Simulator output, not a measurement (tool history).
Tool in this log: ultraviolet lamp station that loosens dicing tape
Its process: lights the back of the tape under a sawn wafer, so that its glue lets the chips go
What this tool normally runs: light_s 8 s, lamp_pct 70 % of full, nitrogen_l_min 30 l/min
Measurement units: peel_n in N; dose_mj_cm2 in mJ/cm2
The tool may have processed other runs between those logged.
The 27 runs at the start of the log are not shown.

run   hour  light_s  lamp_pct  nitrogen_l_min  hours of work of the lamp  hours of work since the window was cleaned  peel_n  dose_mj_cm2
 28  320.8        6        75              38                        361                                         416   2.641          231
 29  336.7        6        75              38                        369                                         424   2.681          224
 30  346.3        6        75              38                        374                                         429   2.683          225
 31  355.6       15        62              12                        379                                         434   1.649          462
 32  368.7       15        65              24                        386                                         441   0.959          481
 33  379.3        5        65              34                        391                                         446   4.162          160
 34  393.3        5        65              34                        399                                         454   4.274          155
 35  403.5        8        79              17                        404                                         459   2.655          303
 36  410.3        8        94              17                        408                                         463   2.101          361
 37  418.1        8        94              24                        412                                         467   1.629          359
 38  431.2       10        62              30                        419                                         474   1.973          292
 39  444.4        8        70              56                        426                                         481   1.763          266
 40  458.6        8        70              56                        433                                         488   1.773          265
 41  470.5        8        70              56                        439                                         494   1.843          261
 42  485.8        8        70              56                        447                                         502   1.860          259
 43  498.1        8        89              55                        454                                         509   1.190          328

Each row is a separate what-if for the run after 43, all from the same tool condition, not one after another. Results?
  A  506.9        6        82              59                        459                                         513       ?            ?
  B  506.9        8        89              55                        459                                         513       ?            ?
  C  506.9       16        96              23                        459                                         513       ?            ?
  D  506.9        8        70              39                        459                                         513       ?            ?
  E  506.9        8        98              15                        459                                         513       ?            ?

run  peel_n  dose_mj_cm2
  A   2.314          229
  B   1.230          323
  C   0.400          698
  D   2.139          258
  E   2.242          359
The same runs, with their run-to-run variation unchanged, on a tool lacking any hidden condition would have given:
run  peel_n  dose_mj_cm2
  A   1.056          349
  B   0.482          496
  C   0.201         1070
  D   0.966          395
  E   1.021          551
